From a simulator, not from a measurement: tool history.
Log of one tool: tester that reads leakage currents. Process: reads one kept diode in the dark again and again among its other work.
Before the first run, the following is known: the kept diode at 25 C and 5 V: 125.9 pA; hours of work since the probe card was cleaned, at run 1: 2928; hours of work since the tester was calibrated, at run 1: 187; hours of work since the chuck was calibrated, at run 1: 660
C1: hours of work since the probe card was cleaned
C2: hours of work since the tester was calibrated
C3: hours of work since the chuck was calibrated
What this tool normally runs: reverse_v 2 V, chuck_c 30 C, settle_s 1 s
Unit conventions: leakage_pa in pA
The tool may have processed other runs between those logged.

run 1 day=0 | reverse_v=2 chuck_c=30 settle_s=1 | C1=2928 C2=187 C3=660 | leakage_pa=121.78
run 2 day=0.758 | reverse_v=2 chuck_c=34 settle_s=1 | C1=2936 C2=195 C3=669 | leakage_pa=168.44
run 3 day=2.388 | reverse_v=2 chuck_c=30 settle_s=1 | C1=2954 C2=213 C3=687 | leakage_pa=120.59
run 4 day=3.725 | reverse_v=2 chuck_c=30 settle_s=1 | C1=2969 C2=227 C3=701 | leakage_pa=122.15
run 5 day=5.296 | reverse_v=2 chuck_c=30 settle_s=1 | C1=2986 C2=245 C3=719 | leakage_pa=121.45
run 6 day=6.175 | reverse_v=2 chuck_c=30 settle_s=1 | C1=2996 C2=254 C3=728 | leakage_pa=121.72
run 7 day=7.862 | reverse_v=2 chuck_c=30 settle_s=1.51 | C1=3014 C2=273 C3=747 | leakage_pa=121.28
run 8 day=9.267 | reverse_v=7.02 chuck_c=42 settle_s=0.37 | C1=3029 C2=288 C3=762 | leakage_pa=601.89
-- day=10.371 probe card cleaned and baked
run 9 day=10.717 | reverse_v=7.02 chuck_c=60 settle_s=0.37 | C1=4 C2=303 C3=777 | leakage_pa=2186.62
run 10 day=11.95 | reverse_v=7.02 chuck_c=60 settle_s=0.37 | C1=17 C2=316 C3=790 | leakage_pa=2195.96
run 11 day=13.438 | reverse_v=15.23 chuck_c=28 settle_s=0.37 | C1=34 C2=333 C3=806 | leakage_pa=299.06
run 12 day=14.312 | reverse_v=7.02 chuck_c=30 settle_s=1 | C1=43 C2=342 C3=816 | leakage_pa=229.82
run 13 day=15.588 | reverse_v=7.02 chuck_c=30 settle_s=1 | C1=57 C2=356 C3=830 | leakage_pa=228.76

Alternative continuations, all from the tool just after run 13; predict every row:
run A day=16.362 | reverse_v=7.02 chuck_c=32 settle_s=1 | C1=66 C2=365 C3=838 | leakage_pa=?
run B day=16.362 | reverse_v=1.69 chuck_c=23 settle_s=6.69 | C1=66 C2=365 C3=838 | leakage_pa=?
run C day=16.362 | reverse_v=3.48 chuck_c=31 settle_s=0.38 | C1=66 C2=365 C3=838 | leakage_pa=?

run=A leakage_pa=270.86
run=B leakage_pa=61.29
run=C leakage_pa=177.08
The same runs, with their run-to-run variation unchanged, on a tool lacking any hidden condition would have given:
run=A leakage_pa=271
run=B leakage_pa=61.32
run=C leakage_pa=177.17
